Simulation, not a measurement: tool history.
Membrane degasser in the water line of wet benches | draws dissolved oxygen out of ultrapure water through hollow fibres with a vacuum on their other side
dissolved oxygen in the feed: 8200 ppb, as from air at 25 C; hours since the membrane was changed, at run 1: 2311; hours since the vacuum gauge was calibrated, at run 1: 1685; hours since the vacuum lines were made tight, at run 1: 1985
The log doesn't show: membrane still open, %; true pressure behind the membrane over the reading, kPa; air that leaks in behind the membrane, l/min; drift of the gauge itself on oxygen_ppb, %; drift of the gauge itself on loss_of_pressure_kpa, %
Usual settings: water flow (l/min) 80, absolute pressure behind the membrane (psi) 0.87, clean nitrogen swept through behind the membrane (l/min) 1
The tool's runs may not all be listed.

run      day  water flow (l/min)  absolute pressure behind the membrane (psi)  clean nitrogen swept through behind the membrane (l/min)  hours since the membrane was changed  hours since the vacuum gauge was calibrated  hours since the vacuum lines were made tight  dissolved oxygen in the water behind the degasser (ppb)  pressure that the water loses in the fibres (psi)
  1        0                  80                                         0.87                                                         1                                  2311                                         1685                                          1985                                                      451                                              8.984
  2    3.312                  80                                         0.87                                                         1                                  2390                                         1765                                          2065                                                    452.5                                              9.017
  3      7.6                  80                                         0.87                                                      0.82                                  2493                                         1868                                          2168                                                    504.2                                              8.963
  4   12.858                  80                                         0.87                                                         1                                  2619                                         1994                                          2294                                                      454                                              9.046
  5    15.95                  80                                         0.87                                                         1                                  2693                                         2068                                          2368                                                    441.9                                              8.933
  6   20.275                  80                                         0.87                                                      1.75                                  2797                                         2172                                          2472                                                    327.3                                              8.992
  7   24.833                  80                                         0.87                                                      1.75                                  2907                                         2281                                          2581                                                    330.9                                              9.058
  8   27.767                  80                                        0.589                                                         1                                  2977                                         2352                                          2652                                                    203.6                                              9.105
  9   32.492                  80                                         0.87                                                         1                                  3090                                         2465                                          2765                                                    456.3                                              9.074
 10   36.592                  80                                         0.87                                                         1                                  3189                                         2564                                          2864                                                    447.5                                              9.037
 11   39.429                  80                                         0.87                                                         1                                  3257                                         2632                                          2932                                                    443.7                                              9.074
 12    44.15                  80                                         0.87                                                         1                                  3370                                         2745                                          3045                                                    441.6                                              9.062
 13   49.796                  80                                         0.87                                                         1                                  3506                                         2880                                          3180                                                    446.2                                              9.094
 14     54.5                  80                                         0.87                                                         1                                  3619                                         2993                                          3293                                                    448.9                                              9.066
 15   58.712                  80                                         0.87                                                         1                                  3720                                         3094                                          3394                                                      453                                              9.014
      61.646  -- vacuum gauge calibrated
 16   63.833                  80                                         0.87                                                         1                                  3842                                           52                                          3517                                                    446.8                                              9.152
 17   67.721                  48                                         0.87                                                      1.79                                  3935                                          146                                          3610                                                    171.4                                              5.461
 18   71.162                  73                                        0.983                                                      1.81                                  4018                                          228                                          3693                                                    348.6                                              8.308
 19   76.671                  73                                        1.324                                                      0.41                                  4150                                          361                                          3825                                                   1207.4                                              8.302
 20   80.121                 104                                        0.532                                                      2.49                                  4233                                          443                                          3908                                                    222.2                                             11.906
 21   82.812                  81                                        0.821                                                      2.49                                  4298                                          508                                          3972                                                    257.6                                              9.191
 22   88.775                  55                                        0.821                                                      2.33                                  4441                                          651                                          4115                                                    152.7                                               6.29
 23   93.596                  55                                        0.821                                                      2.33                                  4556                                          767                                          4231                                                    154.8                                              6.286
 24   99.121                  55                                        0.821                                                      2.33                                  4689                                          899                                          4364                                                    153.5                                              6.261
 25    104.8                  55                                        0.821                                                      2.33                                  4825                                         1036                                          4500                                                    151.6                                              6.279
 26  110.762                  50                                         0.87                                                      1.09                                  4968                                         1179                                          4643                                                    264.9                                              5.717
 27  115.712                  59                                        0.683                                                      0.84                                  5087                                         1298                                          4762                                                    213.2                                               6.75
 28  118.329                  89                                        1.346                                                      2.41                                  5150                                         1360                                          4825                                                    550.9                                             10.227
 29  123.012                  78                                        1.973                                                       0.4                                  5262                                         1473                                          4937                                                   2043.8                                              8.942
 30  128.296                  50                                        2.015                                                       2.2                                  5389                                         1600                                          5064                                                    524.6                                              5.746
     132.383  -- gauge calibrated
 31  133.642                  51                                        1.004                                                       2.2                                  5518                                         1728                                          5192                                                    205.2                                              5.719

Forecast each of these 4 alternatives for the next run:
  A  137.225                  51                                        1.004                                                      2.22                                  5604                                         1814                                          5278                                                        ?                                                  ?
  B  137.225                  50                                         0.87                                                      0.46                                  5604                                         1814                                          5278                                                        ?                                                  ?
  C  137.225                  60                                        2.131                                                         1                                  5604                                         1814                                          5278                                                        ?                                                  ?
  D  137.225                  99                                        1.023                                                      0.78                                  5604                                         1814                                          5278                                                        ?                                                  ?

run  dissolved oxygen in the water behind the degasser (ppb)  pressure that the water loses in the fibres (psi)
  A                                                    201.9                                              5.722
  B                                                    453.3                                              5.581
  C                                                   1173.4                                              6.725
  D                                                    790.9                                             11.143
Without the tool's hidden state the same runs would have given:
run  dissolved oxygen in the water behind the degasser (ppb)  pressure that the water loses in the fibres (psi)
  A                                                    201.9                                              5.716
  B                                                    453.2                                              5.575
  C                                                   1173.3                                              6.718
  D                                                    790.6                                             11.132
